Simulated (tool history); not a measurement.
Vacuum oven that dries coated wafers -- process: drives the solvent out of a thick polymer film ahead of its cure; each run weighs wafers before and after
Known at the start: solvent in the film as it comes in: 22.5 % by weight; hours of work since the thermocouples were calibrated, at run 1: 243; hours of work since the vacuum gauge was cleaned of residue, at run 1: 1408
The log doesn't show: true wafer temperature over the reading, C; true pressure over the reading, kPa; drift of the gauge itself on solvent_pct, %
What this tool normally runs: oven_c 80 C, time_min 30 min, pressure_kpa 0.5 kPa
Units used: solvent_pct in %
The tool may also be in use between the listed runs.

run,hour,oven_c,time_min,pressure_kpa,hours of work since the thermocouples were calibrated,hours of work since the vacuum gauge was cleaned of residue,solvent_pct
1,0,80,30,0.5,243,1408,4.4
2,48.3,80,30,0.5,274,1439,4.41
3,87.8,80,30,0.5,300,1464,4.38
4,146.3,80,30,0.5,337,1502,4.37
5,209.7,80,16,0.5,378,1543,8.5
6,270,80,16,0.5,417,1582,8.46
7,303.4,80,16,0.5,439,1603,8.56
8,347.3,70,16,0.5,467,1631,12.37
9,402.8,68,28,1.455,503,1667,10.26
10,459.1,68,28,1.455,539,1703,10.26
11,496.3,80,32,1.037,563,1727,4.15
12,548.4,80,32,1.037,596,1761,4.16
13,613.4,78,30,0.445,638,1802,5.16
# hour 635.7: oven's thermocouples calibrated
14,653.5,66,18,1.284,11,1827,13.38
15,690.6,80,30,1.247,35,1851,4.63

Forecast each of these 4 alternatives for the next run:
A,745.2,72,18,1.367,70,1886,?
B,745.2,87,30,0.5,70,1886,?
C,745.2,72,29,1.065,70,1886,?
D,745.2,82,24,1.006,70,1886,?

run,solvent_pct
A,11.35
B,2.07
C,8.25
D,5.19
What these runs would have given with no unlogged condition in the tool:
run,solvent_pct
A,11.33
B,2.06
C,8.23
D,5.18
